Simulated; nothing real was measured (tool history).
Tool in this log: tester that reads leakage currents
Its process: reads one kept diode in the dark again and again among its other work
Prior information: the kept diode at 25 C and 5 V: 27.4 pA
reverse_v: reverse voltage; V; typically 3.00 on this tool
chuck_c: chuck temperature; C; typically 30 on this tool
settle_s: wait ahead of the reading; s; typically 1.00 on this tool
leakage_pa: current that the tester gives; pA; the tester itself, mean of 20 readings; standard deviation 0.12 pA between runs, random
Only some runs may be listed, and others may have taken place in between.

Run 1, hour 0.0: usual settings. Result: leakage_pa 31.18 pA.
Run 2, hour 41.4: usual settings but settle_s 6.97 s. Result: leakage_pa 30.38 pA.
Run 3, hour 81.8: usual settings but settle_s 8.81 s. Result: leakage_pa 30.24 pA.
Run 4, hour 116.1: usual settings but settle_s 8.81 s. Result: leakage_pa 30.22 pA.
Run 5, hour 161.4: usual settings but settle_s 6.26 s. Result: leakage_pa 30.14 pA.
Run 6, hour 198.5: usual settings but settle_s 6.26 s. Result: leakage_pa 30.27 pA.
Run 7, hour 224.9: usual settings but settle_s 1.17 s. Result: leakage_pa 30.69 pA.
Run 8, hour 255.8: usual settings but settle_s 1.17 s. Result: leakage_pa 30.68 pA.
Run 9, hour 302.3: usual settings but settle_s 1.17 s. Result: leakage_pa 30.75 pA.
Run 10, hour 337.2: usual settings but chuck_c 32 C. Result: leakage_pa 36.54 pA.
Run 11, hour 389.1: usual settings but reverse_v 3.02 V, settle_s 1.22 s. Result: leakage_pa 30.58 pA.
Run 12, hour 431.7: usual settings but reverse_v 5.81 V, chuck_c 33 C, settle_s 0.34 s. Result: leakage_pa 58.71 pA.
Run 13, hour 468.4: usual settings but reverse_v 4.73 V, chuck_c 42 C, settle_s 0.55 s. Result: leakage_pa 108.34 pA.
At hour 475.0: chuck's temperature calibrated.
Run 14, hour 502.9: usual settings but reverse_v 1.40 V, chuck_c 21 C, settle_s 0.55 s. Result: leakage_pa 9.13 pA.
Run 15, hour 536.7: usual settings but chuck_c 54 C. Result: leakage_pa 215.74 pA.
Run 16, hour 560.6: usual settings but reverse_v 11.41 V, chuck_c 53 C. Result: leakage_pa 378.08 pA.
Run 17, hour 615.3: usual settings but reverse_v 10.47 V, settle_s 1.49 s. Result: leakage_pa 53.45 pA.
Run 18, hour 654.5: usual settings but reverse_v 10.47 V, settle_s 1.49 s. Result: leakage_pa 53.16 pA.
Run 19, hour 702.2: usual settings but reverse_v 1.76 V, chuck_c 52 C, settle_s 0.46 s. Result: leakage_pa 142.32 pA.

What if the next run were any one of these 5? Each begins from the tool's condition after run 19:
Run A, hour 750.1: usual settings but reverse_v 4.72 V. Result: leakage_pa ?.
Run B, hour 750.1: usual settings but settle_s 0.73 s. Result: leakage_pa ?.
Run C, hour 750.1: usual settings but reverse_v 8.71 V. Result: leakage_pa ?.
Run D, hour 750.1: usual settings but reverse_v 1.05 V, settle_s 2.16 s. Result: leakage_pa ?.
Run E, hour 750.1: usual settings but reverse_v 8.97 V, chuck_c 43 C, settle_s 2.45 s. Result: leakage_pa ?.

run  leakage_pa
  A       36.17
  B       29.09
  C       49.36
  D       16.92
  E      147.93
Had the tool no hidden state, the same runs would have come out as:
run  leakage_pa
  A       43.79
  B       35.30
  C       59.31
  D       20.73
  E      178.69
